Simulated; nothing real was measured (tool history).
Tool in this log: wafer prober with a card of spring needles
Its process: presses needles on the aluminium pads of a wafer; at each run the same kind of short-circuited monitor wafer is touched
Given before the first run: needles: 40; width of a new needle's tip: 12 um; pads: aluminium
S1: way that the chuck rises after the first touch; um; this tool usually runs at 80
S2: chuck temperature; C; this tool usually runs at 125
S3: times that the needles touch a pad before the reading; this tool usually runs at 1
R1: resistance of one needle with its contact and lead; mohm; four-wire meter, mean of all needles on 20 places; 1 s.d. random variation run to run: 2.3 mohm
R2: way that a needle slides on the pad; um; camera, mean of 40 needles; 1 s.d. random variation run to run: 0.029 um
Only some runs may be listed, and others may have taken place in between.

| run | day | S1 | S2 | S3 | R1 | R2 |
|---|---|---|---|---|---|---|
| 1 | 0 | 80 | 125 | 1 | 274 | 13.71 |
|  | 0.554 | tips cleaned on abrasive film |
|  | 1.446 | tips cleaned on abrasive film |
|  | 2.338 | tips cleaned on abrasive film |
| 2 | 3.046 | 80 | 125 | 1 | 298 | 13.69 |
|  | 3.238 | tips cleaned on abrasive film |
|  | 3.958 | height of the first contact set anew |
|  | 4.15 | tips cleaned on abrasive film |
|  | 5.054 | tips cleaned on abrasive film |
| 3 | 5.221 | 80 | 125 | 1 | 267 | 14.19 |
|  | 5.971 | tips cleaned on abrasive film |
|  | 6.871 | tips cleaned on abrasive film |
|  | 7.733 | tips cleaned on abrasive film |
| 4 | 7.908 | 80 | 125 | 1 | 277 | 14.16 |
|  | 8.654 | tips cleaned on abrasive film |
|  | 9.546 | tips cleaned on abrasive film |
|  | 10.296 | tips cleaned on abrasive film |
| 5 | 10.675 | 80 | 125 | 2 | 274 | 14.1 |
|  | 11.054 | tips cleaned on abrasive film |
|  | 11.988 | tips cleaned on abrasive film |
|  | 12.733 | tips cleaned on abrasive film |
| 6 | 13.433 | 80 | 125 | 1 | 289 | 14.06 |
|  | 13.625 | tips cleaned on abrasive film |
|  | 14.496 | tips cleaned on abrasive film |
|  | 15.392 | tips cleaned on abrasive film |
|  | 16.142 | tips cleaned on abrasive film |
|  | 17.008 | tips cleaned on abrasive film |
| 7 | 17.008 | 80 | 125 | 1 | 261 | 14.01 |
|  | 17.754 | tips cleaned on abrasive film |
|  | 18.692 | tips cleaned on abrasive film |
|  | 19.625 | tips cleaned on abrasive film |
| 8 | 19.838 | 80 | 125 | 1 | 286 | 13.94 |
|  | 20.55 | tips cleaned on abrasive film |
|  | 21.471 | tips cleaned on abrasive film |
|  | 22.35 | tips cleaned on abrasive film |
| 9 | 22.996 | 80 | 125 | 2 | 277 | 13.92 |
|  | 23.183 | tips cleaned on abrasive film |
|  | 24.121 | tips cleaned on abrasive film |
|  | 24.867 | tips cleaned on abrasive film |
|  | 25.617 | tips cleaned on abrasive film |
| 10 | 26.192 | 80 | 125 | 2 | 280 | 13.81 |
|  | 26.383 | tips cleaned on abrasive film |
|  | 27.317 | tips cleaned on abrasive film |
|  | 28.062 | tips cleaned on abrasive film |
|  | 28.942 | tips cleaned on abrasive film |
| 11 | 29.012 | 96 | 125 | 2 | 267 | 16.6 |
|  | 29.758 | tips cleaned on abrasive film |
|  | 30.679 | tips cleaned on abrasive film |
| 12 | 31.383 | 96 | 125 | 2 | 273 | 16.53 |
|  | 31.575 | tips cleaned on abrasive film |
|  | 32.321 | tips cleaned on abrasive film |
|  | 32.508 | height of the first contact set anew |
| 13 | 33.021 | 96 | 125 | 2 | 275 | 17.13 |
|  | 33.208 | tips cleaned on abrasive film |
|  | 34.092 | tips cleaned on abrasive film |
| 14 | 34.554 | 80 | 125 | 1 | 287 | 14.21 |
|  | 34.933 | tips cleaned on abrasive film |
|  | 35.842 | tips cleaned on abrasive film |
|  | 36.588 | tips cleaned on abrasive film |
| 15 | 36.679 | 80 | 125 | 1 | 266 | 14.11 |
|  | 37.383 | tips cleaned on abrasive film |
|  | 38.275 | tips cleaned on abrasive film |
|  | 39.096 | tips cleaned on abrasive film |
| 16 | 39.096 | 80 | 125 | 1 | 261 | 14.13 |
|  | 39.971 | tips cleaned on abrasive film |
|  | 40.892 | tips cleaned on abrasive film |
| 17 | 41.025 | 84 | 125 | 1 | 269 | 14.81 |
|  | 41.738 | tips cleaned on abrasive film |
|  | 42.488 | tips cleaned on abrasive film |
| 18 | 43.096 | 80 | 45 | 1 | 279 | 14.03 |
|  | 43.267 | tips cleaned on abrasive film |
|  | 44.012 | tips cleaned on abrasive film |
|  | 44.904 | tips cleaned on abrasive film |
| 19 | 45.225 | 99 | 29 | 1 | 257 | 17.4 |
|  | 45.746 | tips cleaned on abrasive film |
|  | 46.662 | tips cleaned on abrasive film |
|  | 47.579 | tips cleaned on abrasive film |
| 20 | 47.912 | 99 | 29 | 1 | 254 | 17.31 |
|  | 48.442 | tips cleaned on abrasive film |
|  | 49.35 | tips cleaned on abrasive film |
| 21 | 49.517 | 99 | 31 | 2 | 244 | 17.31 |
|  | 50.238 | tips cleaned on abrasive film |
|  | 50.983 | tips cleaned on abrasive film |
| 22 | 51.317 | 92 | 42 | 2 | 254 | 16.03 |
|  | 51.867 | tips cleaned on abrasive film |
|  | 52.758 | tips cleaned on abrasive film |
|  | 53.508 | tips cleaned on abrasive film |
|  | 54.254 | tips cleaned on abrasive film |
| 23 | 54.871 | 92 | 42 | 2 | 261 | 15.92 |
|  | 55.046 | tips cleaned on abrasive film |
|  | 55.796 | tips cleaned on abrasive film |
|  | 56.729 | tips cleaned on abrasive film |
|  | 57.662 | tips cleaned on abrasive film |
| 24 | 57.904 | 94 | 125 | 1 | 274 | 16.2 |
|  | 58.462 | tips cleaned on abrasive film |
|  | 59.212 | tips cleaned on abrasive film |
|  | 59.962 | tips cleaned on abrasive film |
|  | 60.892 | tips cleaned on abrasive film |
|  | 61.088 | height of the first contact set anew |
| 25 | 61.408 | 87 | 109 | 1 | 289 | 15.48 |
|  | 61.767 | tips cleaned on abrasive film |
|  | 62.658 | tips cleaned on abrasive film |
|  | 63.404 | tips cleaned on abrasive film |
| 26 | 63.492 | 76 | 62 | 2 | 254 | 13.45 |
|  | 64.238 | tips cleaned on abrasive film |
|  | 65.133 | tips cleaned on abrasive film |
|  | 66.038 | tips cleaned on abrasive film |
| 27 | 66.392 | 92 | 62 | 2 | 257 | 16.25 |
|  | 66.954 | tips cleaned on abrasive film |
|  | 67.888 | tips cleaned on abrasive film |
| 28 | 68.229 | 92 | 62 | 2 | 256 | 16.22 |
|  | 68.792 | tips cleaned on abrasive film |
|  | 69.538 | tips cleaned on abrasive film |
|  | 70.442 | tips cleaned on abrasive film |
| 29 | 70.512 | 99 | 123 | 2 | 264 | 17.43 |

Forecast each of these 3 alternatives for the next run:
|  | 71.262 | tips cleaned on abrasive film |
|  | 72.154 | tips cleaned on abrasive film |
| A | 72.8 | 90 | 125 | 1 | ? | ? |
|  | 71.262 | tips cleaned on abrasive film |
|  | 72.154 | tips cleaned on abrasive film |
| B | 72.8 | 69 | 125 | 1 | ? | ? |
|  | 71.262 | tips cleaned on abrasive film |
|  | 72.154 | tips cleaned on abrasive film |
| C | 72.8 | 98 | 33 | 1 | ? | ? |

| run | R1 | R2 |
|---|---|---|
| A | 295 | 15.77 |
| B | 315 | 12.01 |
| C | 266 | 17.19 |
With the hidden condition removed and each run's random variation left untouched, the same runs would have given:
| run | R1 | R2 |
|---|---|---|
| A | 263 | 15.99 |
| B | 261 | 12.24 |
| C | 234 | 17.41 |

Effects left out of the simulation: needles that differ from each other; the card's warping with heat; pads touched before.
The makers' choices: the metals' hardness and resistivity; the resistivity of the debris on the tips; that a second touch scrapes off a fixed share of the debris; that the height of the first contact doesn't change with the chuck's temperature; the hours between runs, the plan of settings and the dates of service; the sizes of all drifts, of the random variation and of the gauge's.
